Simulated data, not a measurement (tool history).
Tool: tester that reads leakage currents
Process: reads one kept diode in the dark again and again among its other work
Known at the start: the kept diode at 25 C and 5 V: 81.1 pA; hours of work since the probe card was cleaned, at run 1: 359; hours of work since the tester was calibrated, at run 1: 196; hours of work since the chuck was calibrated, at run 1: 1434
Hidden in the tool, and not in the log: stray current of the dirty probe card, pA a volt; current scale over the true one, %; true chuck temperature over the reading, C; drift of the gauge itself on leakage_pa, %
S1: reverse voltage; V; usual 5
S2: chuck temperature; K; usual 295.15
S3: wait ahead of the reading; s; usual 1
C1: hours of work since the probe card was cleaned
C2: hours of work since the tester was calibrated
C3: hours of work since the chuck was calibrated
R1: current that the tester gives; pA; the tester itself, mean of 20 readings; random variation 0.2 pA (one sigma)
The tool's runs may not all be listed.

{"run": 1, "hour": 0.0, "S1": 5, "S2": 295.15, "S3": 1, "C1": 359, "C2": 196, "C3": 1434, "R1": 63.87}
{"run": 2, "hour": 102.3, "S1": 5, "S2": 295.15, "S3": 1, "C1": 415, "C2": 252, "C3": 1490, "R1": 64.02}
{"run": 3, "hour": 179.2, "S1": 5, "S2": 295.15, "S3": 1, "C1": 457, "C2": 293, "C3": 1531, "R1": 64.04}
{"run": 4, "hour": 275.7, "S1": 1.6, "S2": 295.15, "S3": 1, "C1": 509, "C2": 346, "C3": 1584, "R1": 43.76}
{"run": 5, "hour": 362.6, "S1": 1.6, "S2": 295.15, "S3": 1, "C1": 556, "C2": 393, "C3": 1631, "R1": 43.48}
{"run": 6, "hour": 475.6, "S1": 1.6, "S2": 295.15, "S3": 1, "C1": 618, "C2": 454, "C3": 1692, "R1": 43.71}
{"run": 7, "hour": 587.9, "S1": 5, "S2": 327.15, "S3": 1, "C1": 678, "C2": 515, "C3": 1753, "R1": 722.14}
{"run": 8, "hour": 677.9, "S1": 5, "S2": 295.15, "S3": 1, "C1": 727, "C2": 564, "C3": 1802, "R1": 66.32}
{"run": 9, "hour": 821.8, "S1": 1.07, "S2": 295.15, "S3": 1, "C1": 805, "C2": 642, "C3": 1880, "R1": 38.44}
{"run": 10, "hour": 946.8, "S1": 1.07, "S2": 295.15, "S3": 1, "C1": 873, "C2": 710, "C3": 1948, "R1": 38.25}
{"run": 11, "hour": 1109.7, "S1": 5.29, "S2": 295.15, "S3": 1, "C1": 962, "C2": 798, "C3": 2036, "R1": 68.87}
{"run": 12, "hour": 1194.1, "S1": 5, "S2": 293.15, "S3": 1, "C1": 1008, "C2": 844, "C3": 2082, "R1": 57.86}
{"hour": 1253.1, "done": "chuck's temperature calibrated"}
{"run": 13, "hour": 1356.2, "S1": 5, "S2": 314.15, "S3": 1, "C1": 1094, "C2": 931, "C3": 56, "R1": 299.67}
{"run": 14, "hour": 1474.7, "S1": 5, "S2": 314.15, "S3": 1, "C1": 1159, "C2": 995, "C3": 120, "R1": 299.24}
{"run": 15, "hour": 1652.1, "S1": 5, "S2": 314.15, "S3": 1, "C1": 1255, "C2": 1092, "C3": 217, "R1": 299.19}
{"hour": 1681.1, "done": "probe card cleaned and baked"}
{"run": 16, "hour": 1744.6, "S1": 5, "S2": 314.15, "S3": 1, "C1": 34, "C2": 1140, "C3": 265, "R1": 290.51}
{"run": 17, "hour": 1911.1, "S1": 5, "S2": 295.15, "S3": 7.24, "C1": 125, "C2": 1231, "C3": 355, "R1": 63.75}
{"run": 18, "hour": 2088.5, "S1": 5, "S2": 295.15, "S3": 7.24, "C1": 221, "C2": 1327, "C3": 452, "R1": 64.1}
{"run": 19, "hour": 2235.2, "S1": 5, "S2": 295.15, "S3": 7.24, "C1": 301, "C2": 1406, "C3": 531, "R1": 64.96}
{"run": 20, "hour": 2399.3, "S1": 5, "S2": 295.15, "S3": 7.24, "C1": 390, "C2": 1496, "C3": 620, "R1": 65.5}
{"run": 21, "hour": 2562.1, "S1": 5, "S2": 317.15, "S3": 1, "C1": 478, "C2": 1584, "C3": 709, "R1": 362.46}
{"run": 22, "hour": 2701.0, "S1": 5, "S2": 317.15, "S3": 1, "C1": 554, "C2": 1659, "C3": 784, "R1": 360.52}
{"run": 23, "hour": 2854.3, "S1": 5, "S2": 316.15, "S3": 6.11, "C1": 637, "C2": 1742, "C3": 867, "R1": 334.05}
{"run": 24, "hour": 2928.2, "S1": 5, "S2": 316.15, "S3": 6.11, "C1": 677, "C2": 1783, "C3": 908, "R1": 333.86}
{"run": 25, "hour": 3050.6, "S1": 5, "S2": 316.15, "S3": 6.11, "C1": 743, "C2": 1849, "C3": 974, "R1": 334.76}
{"run": 26, "hour": 3193.1, "S1": 5, "S2": 316.15, "S3": 6.11, "C1": 821, "C2": 1926, "C3": 1051, "R1": 334.28}
{"run": 27, "hour": 3329.8, "S1": 3.24, "S2": 295.15, "S3": 1.54, "C1": 895, "C2": 2001, "C3": 1125, "R1": 57.6}
{"run": 28, "hour": 3420.8, "S1": 1.11, "S2": 298.15, "S3": 1, "C1": 944, "C2": 2050, "C3": 1175, "R1": 50.67}
{"run": 29, "hour": 3500.6, "S1": 1.11, "S2": 298.15, "S3": 1, "C1": 988, "C2": 2093, "C3": 1218, "R1": 50.73}
{"run": 30, "hour": 3636.6, "S1": 2.99, "S2": 305.15, "S3": 2.52, "C1": 1061, "C2": 2167, "C3": 1292, "R1": 123.32}
{"run": 31, "hour": 3766.0, "S1": 1.26, "S2": 313.15, "S3": 1, "C1": 1132, "C2": 2237, "C3": 1362, "R1": 170.64}
{"run": 32, "hour": 3857.4, "S1": 1.26, "S2": 313.15, "S3": 1, "C1": 1181, "C2": 2287, "C3": 1412, "R1": 169.95}
{"run": 33, "hour": 3959.8, "S1": 1.26, "S2": 313.15, "S3": 1, "C1": 1237, "C2": 2342, "C3": 1467, "R1": 170.79}
{"hour": 4016.6, "done": "probe card cleaned and baked"}
{"run": 34, "hour": 4056.7, "S1": 2.13, "S2": 295.15, "S3": 3.41, "C1": 22, "C2": 2393, "C3": 1518, "R1": 46.01}
{"run": 35, "hour": 4135.0, "S1": 1.77, "S2": 295.15, "S3": 1.43, "C1": 64, "C2": 2436, "C3": 1561, "R1": 43.58}
{"run": 36, "hour": 4226.3, "S1": 1.93, "S2": 318.15, "S3": 3.88, "C1": 114, "C2": 2485, "C3": 1610, "R1": 279.57}
{"run": 37, "hour": 4396.1, "S1": 1.93, "S2": 318.15, "S3": 3.88, "C1": 206, "C2": 2578, "C3": 1703, "R1": 279}
{"run": 38, "hour": 4553.4, "S1": 1.93, "S2": 318.15, "S3": 3.88, "C1": 291, "C2": 2663, "C3": 1788, "R1": 276.58}
{"hour": 4637.0, "done": "tester calibrated"}
{"run": 39, "hour": 4723.5, "S1": 1.93, "S2": 318.15, "S3": 5.55, "C1": 383, "C2": 47, "C3": 1879, "R1": 282.32}

4 ways to go on from here, each from the tool as it stands after run 39. What would each give?
{"run": "A", "hour": 4807.4, "S1": 9.39, "S2": 297.15, "S3": 0.76, "C1": 428, "C2": 92, "C3": 1925, "R1": "?"}
{"run": "B", "hour": 4807.4, "S1": 3.47, "S2": 310.15, "S3": 5.55, "C1": 428, "C2": 92, "C3": 1925, "R1": "?"}
{"run": "C", "hour": 4807.4, "S1": 8.38, "S2": 326.15, "S3": 1.66, "C1": 428, "C2": 92, "C3": 1925, "R1": "?"}
{"run": "D", "hour": 4807.4, "S1": 6.33, "S2": 328.15, "S3": 0.54, "C1": 428, "C2": 92, "C3": 1925, "R1": "?"}

run=A R1=94.47
run=B R1=186.1
run=C R1=794.5
run=D R1=837.23
Without the tool's hidden state the same runs would have given:
run=A R1=91.95
run=B R1=190.96
run=C R1=816.78
run=D R1=862.05
